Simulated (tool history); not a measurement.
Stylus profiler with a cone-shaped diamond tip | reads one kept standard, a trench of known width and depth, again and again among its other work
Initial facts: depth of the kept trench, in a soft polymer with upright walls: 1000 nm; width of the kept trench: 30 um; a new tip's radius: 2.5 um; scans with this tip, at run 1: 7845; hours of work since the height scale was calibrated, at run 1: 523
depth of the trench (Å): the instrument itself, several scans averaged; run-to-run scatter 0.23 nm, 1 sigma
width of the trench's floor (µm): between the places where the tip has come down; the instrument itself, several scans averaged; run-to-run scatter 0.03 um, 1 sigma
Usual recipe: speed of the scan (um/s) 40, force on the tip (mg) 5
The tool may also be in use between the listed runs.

run	hour	speed of the scan (um/s)	force on the tip (mg)	scans with this tip	hours of work since the height scale was calibrated	depth of the trench (Å)	width of the trench's floor (µm)
1	0	40	5	7845	523	10208.2	24.15
2	56.3	40	5	8263	551	10208.5	23.98
3	80.8	40	3.44	8445	563	10160	23.91
4	112.8	40	3.44	8683	579	10155.9	23.88
5	147.6	40	5	8940	596	10207.9	23.84
6	181.8	40	2.09	9194	613	10105.7	23.79
7	209	12	2.09	9396	627	10102.7	23.84
8	248.4	12	2.09	9689	646	10102.6	23.76
9	301.9	12	2.09	10086	673	10098.6	23.71
10	341.8	12	2.09	10381	692	10099.5	23.6
11	384.8	12	2.09	10701	714	10098.5	23.58
12	416.8	12	2.09	10938	730	10100.8	23.54
13	445.8	11	13.19	11153	744	10410.3	23.52
14	499.1	11	13.19	11549	770	10408.4	23.48
15	554.1	47	11.96	11957	798	10380	23.37
16	588.9	47	11.96	12215	815	10382.4	23.3
17	625.8	21	7.24	12489	833	10259	23.27
18	649.1	100	1.84	12662	845	10083.6	22.97
19	702.5	110	4.86	13058	871	10189.6	23.02
20	737.4	110	4.86	13318	888	10186.9	22.85
21	774.3	110	4.86	13591	906	10190.1	22.87
# hour 821.3: new tip fitted, height scale calibrated
22	825.9	133	2.22	34	2	10123.7	25.58
23	852	133	11.71	228	15	10396.2	25.85
24	908.7	133	11.71	649	43	10393.5	25.69

Alternative continuations, all from the tool just after run 24; predict every row:
A	962.1	133	10.89	1045	70	?	?
B	962.1	33	2.63	1045	70	?	?
C	962.1	14	3.28	1045	70	?	?
D	962.1	30	5	1045	70	?	?
E	962.1	22	7.93	1045	70	?	?

run	depth of the trench (Å)	width of the trench's floor (µm)
A	10373.1	25.57
B	10132.7	25.67
C	10157.1	25.68
D	10216.6	25.63
E	10298.3	25.76
Take away the tool's hidden state, keep each run's random variation, and the runs would have read:
run	depth of the trench (Å)	width of the trench's floor (µm)
A	10385.4	25.79
B	10144.7	25.89
C	10169.2	25.91
D	10228.7	25.85
E	10310.5	25.98

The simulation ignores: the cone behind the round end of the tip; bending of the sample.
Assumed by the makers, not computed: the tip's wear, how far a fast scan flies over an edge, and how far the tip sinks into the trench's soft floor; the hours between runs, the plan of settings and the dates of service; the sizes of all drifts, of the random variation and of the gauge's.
